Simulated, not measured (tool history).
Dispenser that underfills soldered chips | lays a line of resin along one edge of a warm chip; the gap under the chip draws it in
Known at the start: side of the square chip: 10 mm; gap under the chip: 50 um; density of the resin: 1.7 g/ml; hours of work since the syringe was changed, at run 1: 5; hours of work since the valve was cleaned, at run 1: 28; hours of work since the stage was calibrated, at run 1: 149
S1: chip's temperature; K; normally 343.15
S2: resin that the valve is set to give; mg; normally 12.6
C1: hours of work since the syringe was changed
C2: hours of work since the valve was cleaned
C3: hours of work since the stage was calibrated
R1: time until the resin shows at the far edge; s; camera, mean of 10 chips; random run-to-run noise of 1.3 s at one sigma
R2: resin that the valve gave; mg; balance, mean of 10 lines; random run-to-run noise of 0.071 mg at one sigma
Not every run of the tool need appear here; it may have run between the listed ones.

run 1 hour=0 | S1=343.15 S2=12.6 | C1=5 C2=28 C3=149 | R1=140 R2=12.32
run 2 hour=6 | S1=343.15 S2=14.9 | C1=8 C2=31 C3=152 | R1=156.4 R2=14.47
-- hour=7.7 new syringe of resin
run 3 hour=11 | S1=343.15 S2=13.9 | C1=2 C2=34 C3=155 | R1=130.8 R2=13.55
run 4 hour=16.9 | S1=343.15 S2=13.9 | C1=6 C2=38 C3=159 | R1=152.3 R2=13.2
run 5 hour=21.4 | S1=343.15 S2=12.6 | C1=9 C2=41 C3=162 | R1=163.4 R2=11.95
-- hour=22.6 new syringe of resin
run 6 hour=30.1 | S1=343.15 S2=12.6 | C1=5 C2=46 C3=167 | R1=143.6 R2=12.04
run 7 hour=37 | S1=343.15 S2=13.9 | C1=9 C2=51 C3=172 | R1=163.1 R2=13.16
-- hour=37.7 new syringe of resin
run 8 hour=43.6 | S1=343.15 S2=13.9 | C1=4 C2=55 C3=176 | R1=136.7 R2=12.98
run 9 hour=49 | S1=343.15 S2=13.9 | C1=7 C2=58 C3=179 | R1=154.6 R2=13.09
-- hour=53 new syringe of resin
run 10 hour=58.1 | S1=343.15 S2=13.9 | C1=3 C2=64 C3=185 | R1=134.1 R2=13.06
run 11 hour=65.5 | S1=343.15 S2=13.9 | C1=8 C2=68 C3=189 | R1=159.1 R2=12.97
-- hour=68.6 new syringe of resin
run 12 hour=72.4 | S1=343.15 S2=13.9 | C1=2 C2=73 C3=194 | R1=130 R2=13.08
run 13 hour=80.9 | S1=343.15 S2=14 | C1=8 C2=78 C3=199 | R1=154.9 R2=12.97
-- hour=83.4 new syringe of resin
run 14 hour=86.9 | S1=343.15 S2=14 | C1=2 C2=82 C3=203 | R1=130.1 R2=13.08
run 15 hour=96.6 | S1=343.15 S2=12.6 | C1=8 C2=88 C3=209 | R1=160.5 R2=11.51
-- hour=98.4 new syringe of resin
-- hour=107.1 dispensing valve cleaned and set on the balance
run 16 hour=108 | S1=343.15 S2=12.6 | C1=5 C2=1 C3=215 | R1=141.8 R2=12.5
-- hour=114.5 new syringe of resin
run 17 hour=114.6 | S1=343.15 S2=12.6 | C1=0 C2=5 C3=219 | R1=120.3 R2=12.45
run 18 hour=123.8 | S1=331.15 S2=12.2 | C1=6 C2=10 C3=225 | R1=231.7 R2=12.14
-- hour=129.4 new syringe of resin
run 19 hour=130 | S1=343.15 S2=12.1 | C1=0 C2=14 C3=229 | R1=125.1 R2=11.89
run 20 hour=139 | S1=351.15 S2=13.8 | C1=6 C2=20 C3=234 | R1=112.2 R2=13.56

Run 21 has not been measured yet. What should we expect?
run 21 hour=143.3 | S1=351.15 S2=13.8 | C1=9 C2=23 C3=237 | R1=? R2=?

Run 21 gave R1 122.1 s, R2 13.52 mg.
Were there no unlogged condition in the tool, this run, its random variation unchanged, would have produced R1 95.6 s, R2 13.84 mg.

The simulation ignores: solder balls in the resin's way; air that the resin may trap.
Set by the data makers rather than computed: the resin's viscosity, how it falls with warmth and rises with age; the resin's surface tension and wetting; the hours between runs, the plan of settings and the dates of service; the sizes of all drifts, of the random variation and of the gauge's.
